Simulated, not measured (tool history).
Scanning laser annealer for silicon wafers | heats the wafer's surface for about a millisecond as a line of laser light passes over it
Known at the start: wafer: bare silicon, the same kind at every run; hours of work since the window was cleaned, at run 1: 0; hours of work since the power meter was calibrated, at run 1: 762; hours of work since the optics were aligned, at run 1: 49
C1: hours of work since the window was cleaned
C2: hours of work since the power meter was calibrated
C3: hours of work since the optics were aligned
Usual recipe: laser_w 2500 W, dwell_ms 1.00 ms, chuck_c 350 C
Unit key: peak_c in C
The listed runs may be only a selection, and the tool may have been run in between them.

run 1 hour=0.0 | laser_w=2500 dwell_ms=1.00 chuck_c=350 | C1=0 C2=762 C3=49 | peak_c=1151
run 2 hour=42.9 | laser_w=2500 dwell_ms=1.00 chuck_c=350 | C1=34 C2=796 C3=82 | peak_c=1150
run 3 hour=90.4 | laser_w=2500 dwell_ms=1.00 chuck_c=350 | C1=71 C2=833 C3=120 | peak_c=1148
run 4 hour=122.4 | laser_w=2500 dwell_ms=1.00 chuck_c=350 | C1=96 C2=858 C3=145 | peak_c=1146
run 5 hour=162.9 | laser_w=2500 dwell_ms=1.00 chuck_c=350 | C1=128 C2=890 C3=176 | peak_c=1145
run 6 hour=196.6 | laser_w=2500 dwell_ms=1.00 chuck_c=350 | C1=154 C2=917 C3=203 | peak_c=1147
run 7 hour=221.1 | laser_w=2500 dwell_ms=1.00 chuck_c=350 | C1=173 C2=936 C3=222 | peak_c=1140
run 8 hour=271.1 | laser_w=2500 dwell_ms=1.00 chuck_c=350 | C1=212 C2=975 C3=261 | peak_c=1141
run 9 hour=310.4 | laser_w=2221 dwell_ms=1.00 chuck_c=350 | C1=243 C2=1006 C3=292 | peak_c=1061
run 10 hour=342.5 | laser_w=2500 dwell_ms=1.00 chuck_c=358 | C1=268 C2=1031 C3=317 | peak_c=1147
run 11 hour=366.2 | laser_w=2500 dwell_ms=1.00 chuck_c=358 | C1=287 C2=1049 C3=336 | peak_c=1146
run 12 hour=408.2 | laser_w=2500 dwell_ms=1.00 chuck_c=358 | C1=320 C2=1082 C3=369 | peak_c=1149
run 13 hour=457.9 | laser_w=2500 dwell_ms=1.00 chuck_c=358 | C1=359 C2=1121 C3=408 | peak_c=1145
run 14 hour=506.0 | laser_w=2500 dwell_ms=1.00 chuck_c=358 | C1=397 C2=1159 C3=445 | peak_c=1143
run 15 hour=546.2 | laser_w=2621 dwell_ms=1.00 chuck_c=350 | C1=428 C2=1191 C3=477 | peak_c=1167
run 16 hour=570.0 | laser_w=2621 dwell_ms=0.88 chuck_c=350 | C1=447 C2=1209 C3=496 | peak_c=1122
run 17 hour=614.2 | laser_w=2621 dwell_ms=0.88 chuck_c=350 | C1=481 C2=1244 C3=530 | peak_c=1121
run 18 hour=664.4 | laser_w=2645 dwell_ms=0.99 chuck_c=350 | C1=521 C2=1283 C3=570 | peak_c=1168
run 19 hour=690.4 | laser_w=2645 dwell_ms=0.99 chuck_c=350 | C1=541 C2=1304 C3=590 | peak_c=1164
run 20 hour=730.3 | laser_w=2645 dwell_ms=0.99 chuck_c=350 | C1=572 C2=1335 C3=621 | peak_c=1164
run 21 hour=779.1 | laser_w=2645 dwell_ms=0.73 chuck_c=384 | C1=611 C2=1373 C3=659 | peak_c=1094
-- hour=785.7 window over the wafer cleaned
run 22 hour=815.8 | laser_w=2645 dwell_ms=0.73 chuck_c=384 | C1=24 C2=1400 C3=687 | peak_c=1092
run 23 hour=864.3 | laser_w=2503 dwell_ms=1.00 chuck_c=356 | C1=62 C2=1438 C3=725 | peak_c=1121
-- hour=881.2 window over the wafer cleaned, once more
run 24 hour=889.8 | laser_w=2210 dwell_ms=1.00 chuck_c=350 | C1=7 C2=1457 C3=743 | peak_c=1062
run 25 hour=911.6 | laser_w=2354 dwell_ms=1.24 chuck_c=350 | C1=24 C2=1474 C3=760 | peak_c=1175
run 26 hour=941.5 | laser_w=2354 dwell_ms=1.24 chuck_c=350 | C1=47 C2=1497 C3=784 | peak_c=1174
run 27 hour=971.0 | laser_w=2736 dwell_ms=0.72 chuck_c=325 | C1=70 C2=1520 C3=807 | peak_c=1075
run 28 hour=997.9 | laser_w=2464 dwell_ms=1.00 chuck_c=350 | C1=91 C2=1541 C3=828 | peak_c=1133
run 29 hour=1037.2 | laser_w=2668 dwell_ms=1.00 chuck_c=350 | C1=122 C2=1572 C3=859 | peak_c=1190
run 30 hour=1066.9 | laser_w=2668 dwell_ms=1.00 chuck_c=350 | C1=146 C2=1595 C3=882 | peak_c=1189
run 31 hour=1105.7 | laser_w=2668 dwell_ms=1.00 chuck_c=350 | C1=176 C2=1626 C3=912 | peak_c=1184
run 32 hour=1149.0 | laser_w=2746 dwell_ms=0.82 chuck_c=343 | C1=210 C2=1660 C3=946 | peak_c=1132
-- hour=1166.4 optics aligned, line set to its width
run 33 hour=1182.8 | laser_w=2439 dwell_ms=0.99 chuck_c=343 | C1=232 C2=1682 C3=13 | peak_c=1112

Forecast each of these 3 alternatives for the next run:
run A hour=1227.0 | laser_w=2532 dwell_ms=1.13 chuck_c=369 | C1=267 C2=1717 C3=48 | peak_c=?
run B hour=1227.0 | laser_w=2572 dwell_ms=1.11 chuck_c=320 | C1=267 C2=1717 C3=48 | peak_c=?
run C hour=1227.0 | laser_w=2524 dwell_ms=0.79 chuck_c=386 | C1=267 C2=1717 C3=48 | peak_c=?

run=A peak_c=1211
run=B peak_c=1165
run=C peak_c=1107
With the hidden condition removed and each run's random variation left untouched, the same runs would have given:
run=A peak_c=1227
run=B peak_c=1182
run=C peak_c=1121
